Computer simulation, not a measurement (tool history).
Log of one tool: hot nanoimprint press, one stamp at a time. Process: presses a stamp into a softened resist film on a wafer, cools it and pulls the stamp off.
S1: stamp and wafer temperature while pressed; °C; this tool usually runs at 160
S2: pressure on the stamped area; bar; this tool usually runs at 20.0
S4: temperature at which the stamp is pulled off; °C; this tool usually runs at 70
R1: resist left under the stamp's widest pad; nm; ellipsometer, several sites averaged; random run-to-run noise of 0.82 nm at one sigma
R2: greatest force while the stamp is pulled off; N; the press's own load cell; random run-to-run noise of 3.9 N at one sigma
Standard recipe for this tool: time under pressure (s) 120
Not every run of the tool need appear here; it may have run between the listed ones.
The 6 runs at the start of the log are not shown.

Run 7, hour 63.0: usual settings. Result: R1 124.3 nm, R2 250 N.
Run 8, hour 73.5: usual settings. Result: R1 123.2 nm, R2 266 N.
Run 9, hour 87.4: usual settings. Result: R1 123.7 nm, R2 263 N.
Run 10, hour 100.2: usual settings. Result: R1 124.7 nm, R2 266 N.
Run 11, hour 108.4: usual settings. Result: R1 123.7 nm, R2 270 N.
Run 12, hour 121.0: usual settings. Result: R1 124.0 nm, R2 261 N.
Run 13, hour 130.6: usual settings but S2 21.7 bar. Result: R1 119.0 nm, R2 264 N.
Run 14, hour 141.3: usual settings but S2 21.7 bar. Result: R1 118.9 nm, R2 272 N.
Run 15, hour 150.6: usual settings but S2 21.7 bar. Result: R1 119.3 nm, R2 257 N.
Run 16, hour 163.9: usual settings. Result: R1 123.9 nm, R2 266 N.
Run 17, hour 175.6: usual settings but S1 152 °C, time under pressure (s) 79, S4 57 °C. Result: R1 190.7 nm, R2 310 N.
Run 18, hour 184.0: usual settings but S1 152 °C, time under pressure (s) 137, S4 75 °C. Result: R1 160.3 nm, R2 258 N.
Run 19, hour 199.3: usual settings but S1 171 °C, S2 26.3 bar, time under pressure (s) 135, S4 61 °C. Result: R1 67.5 nm, R2 294 N.
Run 20, hour 210.5: usual settings but S1 171 °C, S2 26.3 bar, time under pressure (s) 135, S4 61 °C. Result: R1 66.8 nm, R2 308 N.
Run 21, hour 222.6: usual settings but S1 171 °C, S2 26.3 bar, time under pressure (s) 135, S4 61 °C. Result: R1 66.9 nm, R2 294 N.
Run 22, hour 236.6: usual settings but S1 151 °C, S2 26.3 bar, time under pressure (s) 135, S4 61 °C. Result: R1 148.2 nm, R2 297 N.
Run 23, hour 243.5: usual settings but S1 151 °C, S2 26.3 bar, time under pressure (s) 135, S4 61 °C. Result: R1 147.6 nm, R2 302 N.
Run 24, hour 256.8: usual settings but S2 16.0 bar. Result: R1 135.4 nm, R2 275 N.
Run 25, hour 265.2: usual settings but S1 161 °C, time under pressure (s) 192, S4 78 °C. Result: R1 97.7 nm, R2 265 N.
Run 26, hour 281.0: usual settings but S1 161 °C, time under pressure (s) 192, S4 78 °C. Result: R1 96.8 nm, R2 257 N.
Run 27, hour 292.5: usual settings but S1 152 °C, S2 21.0 bar, time under pressure (s) 73, S4 77 °C. Result: R1 189.4 nm, R2 273 N.
Run 28, hour 308.5: usual settings but S1 152 °C, S2 21.0 bar, time under pressure (s) 73, S4 77 °C. Result: R1 189.5 nm, R2 259 N.
Run 29, hour 320.9: usual settings but S1 152 °C, S2 21.0 bar, time under pressure (s) 73, S4 77 °C. Result: R1 188.7 nm, R2 269 N.
Run 30, hour 329.2: usual settings but S1 164 °C, S2 12.9 bar, time under pressure (s) 181, S4 56 °C. Result: R1 110.7 nm, R2 335 N.
At hour 343.8: stamp cleaned and given a new release coat.
Run 31, hour 343.8: usual settings but S1 164 °C, S2 12.9 bar, time under pressure (s) 181, S4 56 °C. Result: R1 110.8 nm, R2 215 N.

Here are 3 independent what-if runs from the current tool condition. What would each one return?
Run A, hour 354.6: usual settings but S1 169 °C, S2 27.8 bar. Result: R1 ?, R2 ?.
Run B, hour 354.6: usual settings but S1 163 °C, S2 20.1 bar, time under pressure (s) 74. Result: R1 ?, R2 ?.
Run C, hour 354.6: usual settings but S2 16.0 bar, time under pressure (s) 163. Result: R1 ?, R2 ?.

run     R1   R2
  A   74.1  192
  B  130.4  195
  C  121.0  192
Without the tool's hidden state the same runs would have given:
run     R1   R2
  A   75.4  193
  B  133.5  195
  C  124.5  193

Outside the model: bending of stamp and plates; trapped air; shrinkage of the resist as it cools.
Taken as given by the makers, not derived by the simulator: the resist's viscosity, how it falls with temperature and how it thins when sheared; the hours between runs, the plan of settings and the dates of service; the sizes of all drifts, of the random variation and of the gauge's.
